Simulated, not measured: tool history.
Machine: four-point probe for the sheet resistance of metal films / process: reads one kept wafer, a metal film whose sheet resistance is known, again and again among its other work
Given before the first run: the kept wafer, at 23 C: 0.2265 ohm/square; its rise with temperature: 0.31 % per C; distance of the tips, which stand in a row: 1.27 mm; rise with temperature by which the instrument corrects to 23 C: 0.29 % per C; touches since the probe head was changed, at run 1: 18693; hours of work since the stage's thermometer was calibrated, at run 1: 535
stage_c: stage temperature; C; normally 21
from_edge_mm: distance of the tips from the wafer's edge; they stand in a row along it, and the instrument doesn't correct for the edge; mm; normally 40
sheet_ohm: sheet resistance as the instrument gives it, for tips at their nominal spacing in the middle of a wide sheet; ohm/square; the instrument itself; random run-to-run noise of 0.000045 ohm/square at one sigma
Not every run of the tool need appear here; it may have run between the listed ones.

run,day,stage_c,from_edge_mm,touches since the probe head was changed,hours of work since the stage's thermometer was calibrated,sheet_ohm
1,0,21,40,18693,535,0.226661
2,1.562,21,40,19382,550,0.226548
3,3.104,35,40,20060,566,0.227341
4,4.571,35,40,20706,581,0.227285
5,6.188,21,40,21419,597,0.226476
6,7.842,21,40,22147,614,0.226462
7,9.725,21,40,22975,633,0.226404
8,11.646,21,40,23822,652,0.226449
9,12.862,21,40,24358,665,0.226395
10,14.538,21,40,25096,682,0.226424
11,16.492,21,49,25956,701,0.226359
12,17.812,21,49,26537,715,0.226295
13,19.588,27,49,27320,733,0.226615
14,20.775,23,22,27843,745,0.226699
15,22.267,18,6,28500,760,0.231317
16,24.067,20,36,29293,778,0.226232
17,25.375,21,64,29868,791,0.226228
18,26.688,23,20,30446,805,0.226789
19,27.658,23,20,30875,814,0.226759
20,28.621,24,8,31298,824,0.229276
21,30.504,24,8,32128,843,0.229237

5 ways to go on from here, each from the tool as it stands after run 21. What would each give?
A,32.158,20,6,32855,860,?
B,32.158,29,4,32855,860,?
C,32.158,19,40,32855,860,?
D,32.158,32,40,32855,860,?
E,32.158,19,26,32855,860,?

run,sheet_ohm
A,0.231285
B,0.238167
C,0.226046
D,0.22676
E,0.226224
The same runs, with their run-to-run variation unchanged, on a tool lacking any hidden condition would have given:
run,sheet_ohm
A,0.231643
B,0.238538
C,0.226397
D,0.227115
E,0.226575
